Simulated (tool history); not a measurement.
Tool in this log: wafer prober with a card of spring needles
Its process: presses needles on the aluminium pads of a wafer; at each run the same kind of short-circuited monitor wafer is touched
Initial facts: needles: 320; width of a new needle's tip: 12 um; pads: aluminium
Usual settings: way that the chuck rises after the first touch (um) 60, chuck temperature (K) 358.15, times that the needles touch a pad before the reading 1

| run | day | way that the chuck rises after the first touch (um) | chuck temperature (K) | times that the needles touch a pad before the reading | resistance of one needle with its contact and lead (mohm) | way that a needle slides on the pad (um) |
|---|---|---|---|---|---|---|
| 1 | 0 | 60 | 358.15 | 1 | 166 | 13.59 |
|  | 0.275 | tips cleaned on abrasive film |
|  | 0.621 | tips cleaned on abrasive film |
|  | 0.962 | tips cleaned on abrasive film |
|  | 1.304 | tips cleaned on abrasive film |
|  | 1.65 | tips cleaned on abrasive film |
|  | 1.925 | tips cleaned on abrasive film |
|  | 2.267 | tips cleaned on abrasive film |
|  | 2.612 | tips cleaned on abrasive film |
|  | 2.946 | tips cleaned on abrasive film |
| 2 | 2.946 | 60 | 337.15 | 1 | 153 | 13.26 |
|  | 3.292 | tips cleaned on abrasive film |
|  | 3.567 | tips cleaned on abrasive film |
|  | 3.908 | tips cleaned on abrasive film |
|  | 4.25 | tips cleaned on abrasive film |
|  | 4.596 | tips cleaned on abrasive film |
|  | 4.938 | tips cleaned on abrasive film |
|  | 5.212 | tips cleaned on abrasive film |
|  | 5.558 | tips cleaned on abrasive film |
|  | 5.9 | tips cleaned on abrasive film |
|  | 6.242 | tips cleaned on abrasive film |
|  | 6.588 | tips cleaned on abrasive film |
| 3 | 6.692 | 60 | 337.15 | 1 | 360 | 12.88 |
|  | 6.9 | tips cleaned on abrasive film |
|  | 7.242 | tips cleaned on abrasive film |
|  | 7.588 | tips cleaned on abrasive film |
|  | 7.929 | tips cleaned on abrasive film |
|  | 8.204 | tips cleaned on abrasive film |
|  | 8.55 | tips cleaned on abrasive film |
| 4 | 8.554 | 60 | 358.15 | 1 | 192 | 12.86 |
|  | 8.829 | tips cleaned on abrasive film, once more |
|  | 9.171 | tips cleaned on abrasive film |
|  | 9.254 | height of the first contact set anew |
|  | 9.458 | tips cleaned on abrasive film |
|  | 9.804 | tips cleaned on abrasive film |
|  | 10.146 | tips cleaned on abrasive film |
|  | 10.421 | tips cleaned on abrasive film |
|  | 10.767 | tips cleaned on abrasive film |
|  | 11.108 | tips cleaned on abrasive film |
|  | 11.45 | tips cleaned on abrasive film |
|  | 11.796 | tips cleaned on abrasive film |
|  | 12.083 | tips cleaned on abrasive film |
| 5 | 12.083 | 60 | 358.15 | 1 | 159 | 13.72 |
|  | 12.358 | tips cleaned on abrasive film |
|  | 12.7 | tips cleaned on abrasive film |
|  | 12.975 | tips cleaned on abrasive film |
|  | 13.321 | tips cleaned on abrasive film |
|  | 13.596 | tips cleaned on abrasive film |
|  | 13.938 | tips cleaned on abrasive film |
|  | 14.212 | tips cleaned on abrasive film |
|  | 14.558 | tips cleaned on abrasive film |
|  | 14.833 | tips cleaned on abrasive film |
| 6 | 14.962 | 60 | 358.15 | 1 | 343 | 13.49 |
|  | 15.171 | tips cleaned on abrasive film |
|  | 15.446 | tips cleaned on abrasive film |
|  | 15.792 | tips cleaned on abrasive film |
|  | 16.067 | tips cleaned on abrasive film |
|  | 16.408 | tips cleaned on abrasive film |
|  | 16.683 | tips cleaned on abrasive film |
|  | 16.958 | tips cleaned on abrasive film |
|  | 17.288 | tips cleaned on abrasive film |
| 7 | 17.288 | 60 | 358.15 | 1 | 179 | 13.35 |
|  | 17.629 | tips cleaned on abrasive film |
|  | 17.975 | tips cleaned on abrasive film |
|  | 18.25 | tips cleaned on abrasive film |
|  | 18.592 | tips cleaned on abrasive film |
|  | 18.938 | tips cleaned on abrasive film |
|  | 19.212 | tips cleaned on abrasive film |
| 8 | 19.383 | 60 | 358.15 | 1 | 413 | 13.2 |
|  | 19.525 | tips cleaned on abrasive film |
|  | 19.867 | tips cleaned on abrasive film |
|  | 20.142 | tips cleaned on abrasive film |
|  | 20.488 | tips cleaned on abrasive film |
|  | 20.762 | tips cleaned on abrasive film |
|  | 21.104 | tips cleaned on abrasive film |
|  | 21.45 | tips cleaned on abrasive film |
|  | 21.792 | tips cleaned on abrasive film |
|  | 22.067 | tips cleaned on abrasive film |
| 9 | 22.175 | 60 | 358.15 | 2 | 290 | 12.95 |
|  | 22.383 | tips cleaned on abrasive film |
|  | 22.658 | tips cleaned on abrasive film |
|  | 22.933 | tips cleaned on abrasive film |
|  | 23.208 | tips cleaned on abrasive film |
|  | 23.554 | tips cleaned on abrasive film |
|  | 23.829 | tips cleaned on abrasive film |
|  | 24.046 | height of the first contact set anew |
|  | 24.183 | tips cleaned on abrasive film |
|  | 24.529 | tips cleaned on abrasive film |
|  | 24.804 | tips cleaned on abrasive film |
|  | 25.146 | tips cleaned on abrasive film |
|  | 25.492 | tips cleaned on abrasive film |
| 10 | 25.5 | 45 | 349.15 | 1 | 272 | 10.32 |
|  | 25.779 | tips cleaned on abrasive film |
|  | 26.054 | tips cleaned on abrasive film |
|  | 26.329 | tips cleaned on abrasive film |
|  | 26.671 | tips cleaned on abrasive film |
|  | 26.946 | tips cleaned on abrasive film |
|  | 27.292 | tips cleaned on abrasive film |
|  | 27.567 | tips cleaned on abrasive film |
|  | 27.908 | tips cleaned on abrasive film |
| 11 | 27.996 | 45 | 349.15 | 1 | 508 | 10.16 |
|  | 28.204 | tips cleaned on abrasive film |
|  | 28.479 | tips cleaned on abrasive film |
|  | 28.825 | tips cleaned on abrasive film |
|  | 29.167 | tips cleaned on abrasive film |
|  | 29.442 | tips cleaned on abrasive film |
|  | 29.717 | tips cleaned on abrasive film |
| 12 | 29.825 | 43 | 355.15 | 1 | 608 | 9.56 |
|  | 30.033 | tips cleaned on abrasive film |
|  | 30.375 | tips cleaned on abrasive film |
|  | 30.65 | tips cleaned on abrasive film |
|  | 30.929 | tips cleaned on abrasive film |
|  | 31.271 | tips cleaned on abrasive film |
|  | 31.612 | tips cleaned on abrasive film |
|  | 31.888 | tips cleaned on abrasive film |
|  | 32.233 | tips cleaned on abrasive film |
|  | 32.575 | tips cleaned on abrasive film |
|  | 32.85 | tips cleaned on abrasive film |
| 13 | 33 | 60 | 337.15 | 1 | 467 | 13.27 |
|  | 33.138 | tips cleaned on abrasive film |
|  | 33.412 | tips cleaned on abrasive film |
|  | 33.688 | tips cleaned on abrasive film |
|  | 34.033 | tips cleaned on abrasive film |
|  | 34.375 | tips cleaned on abrasive film |
|  | 34.721 | tips cleaned on abrasive film |
| 14 | 34.758 | 57 | 318.15 | 1 | 300 | 12.39 |
|  | 35.038 | tips cleaned on abrasive film |
|  | 35.312 | tips cleaned on abrasive film |
|  | 35.654 | tips cleaned on abrasive film |
|  | 35.929 | tips cleaned on abrasive film |
|  | 36.271 | tips cleaned on abrasive film |
|  | 36.617 | tips cleaned on abrasive film |
|  | 36.958 | tips cleaned on abrasive film |
|  | 37.233 | tips cleaned on abrasive film |
| 15 | 37.5 | 46 | 318.15 | 3 | 415 | 9.61 |
|  | 37.571 | tips cleaned on abrasive film |
|  | 37.917 | tips cleaned on abrasive film |
|  | 38.258 | tips cleaned on abrasive film |
|  | 38.533 | tips cleaned on abrasive film |
|  | 38.817 | height of the first contact set anew |
|  | 38.888 | tips cleaned on abrasive film |
|  | 39.233 | tips cleaned on abrasive film |
|  | 39.508 | tips cleaned on abrasive film |
|  | 39.85 | tips cleaned on abrasive film |
|  | 40.125 | tips cleaned on abrasive film |
|  | 40.471 | tips cleaned on abrasive film |
|  | 40.746 | tips cleaned on abrasive film |
| 16 | 40.921 | 46 | 318.15 | 3 | 356 | 10.54 |
|  | 41.058 | tips cleaned on abrasive film |
|  | 41.333 | tips cleaned on abrasive film |
|  | 41.679 | tips cleaned on abrasive film |
|  | 41.954 | tips cleaned on abrasive film |
|  | 42.296 | tips cleaned on abrasive film |
|  | 42.642 | tips cleaned on abrasive film |
|  | 42.917 | tips cleaned on abrasive film |
|  | 43.258 | tips cleaned on abrasive film |
|  | 43.6 | tips cleaned on abrasive film |
|  | 43.879 | tips cleaned on abrasive film |
| 17 | 44.146 | 46 | 318.15 | 3 | 391 | 10.29 |
|  | 44.217 | tips cleaned on abrasive film |
|  | 44.558 | tips cleaned on abrasive film |
|  | 44.904 | tips cleaned on abrasive film |
|  | 45.179 | tips cleaned on abrasive film |
|  | 45.521 | tips cleaned on abrasive film |
|  | 45.867 | tips cleaned on abrasive film |
|  | 46.208 | tips cleaned on abrasive film |
|  | 46.55 | tips cleaned on abrasive film |
|  | 46.825 | tips cleaned on abrasive film |
|  | 47.171 | tips cleaned on abrasive film |
|  | 47.446 | tips cleaned on abrasive film |
|  | 47.788 | tips cleaned on abrasive film |
| 18 | 47.888 | 42 | 358.15 | 2 | 532 | 9.15 |

Alternative continuations, all from the tool just after run 18; predict every row:
|  | 48.096 | tips cleaned on abrasive film |
|  | 48.371 | tips cleaned on abrasive film |
|  | 48.712 | tips cleaned on abrasive film |
|  | 49.054 | tips cleaned on abrasive film |
|  | 49.4 | tips cleaned on abrasive film |
|  | 49.675 | tips cleaned on abrasive film |
| A | 49.679 | 40 | 311.15 | 2 | ? | ? |
|  | 48.096 | tips cleaned on abrasive film |
|  | 48.371 | tips cleaned on abrasive film |
|  | 48.712 | tips cleaned on abrasive film |
|  | 49.054 | tips cleaned on abrasive film |
|  | 49.4 | tips cleaned on abrasive film |
|  | 49.675 | tips cleaned on abrasive film |
| B | 49.679 | 42 | 317.15 | 2 | ? | ? |
|  | 48.096 | tips cleaned on abrasive film |
|  | 48.371 | tips cleaned on abrasive film |
|  | 48.712 | tips cleaned on abrasive film |
|  | 49.054 | tips cleaned on abrasive film |
|  | 49.4 | tips cleaned on abrasive film |
|  | 49.675 | tips cleaned on abrasive film |
| C | 49.679 | 57 | 358.15 | 2 | ? | ? |
|  | 48.096 | tips cleaned on abrasive film |
|  | 48.371 | tips cleaned on abrasive film |
|  | 48.712 | tips cleaned on abrasive film |
|  | 49.054 | tips cleaned on abrasive film |
|  | 49.4 | tips cleaned on abrasive film |
|  | 49.675 | tips cleaned on abrasive film |
| D | 49.679 | 60 | 304.15 | 1 | ? | ? |
|  | 48.096 | tips cleaned on abrasive film |
|  | 48.371 | tips cleaned on abrasive film |
|  | 48.712 | tips cleaned on abrasive film |
|  | 49.054 | tips cleaned on abrasive film |
|  | 49.4 | tips cleaned on abrasive film |
|  | 49.675 | tips cleaned on abrasive film |
| E | 49.679 | 41 | 306.15 | 1 | ? | ? |

| run | resistance of one needle with its contact and lead (mohm) | way that a needle slides on the pad (um) |
|---|---|---|
| A | 250 | 8.53 |
| B | 236 | 9.02 |
| C | 195 | 12.48 |
| D | 203 | 13.16 |
| E | 290 | 8.81 |
With the hidden condition removed and each run's random variation left untouched, the same runs would have given:
| run | resistance of one needle with its contact and lead (mohm) | way that a needle slides on the pad (um) |
|---|---|---|
| A | 136 | 9.35 |
| B | 132 | 9.85 |
| C | 136 | 13.31 |
| D | 125 | 13.99 |
| E | 131 | 9.64 |
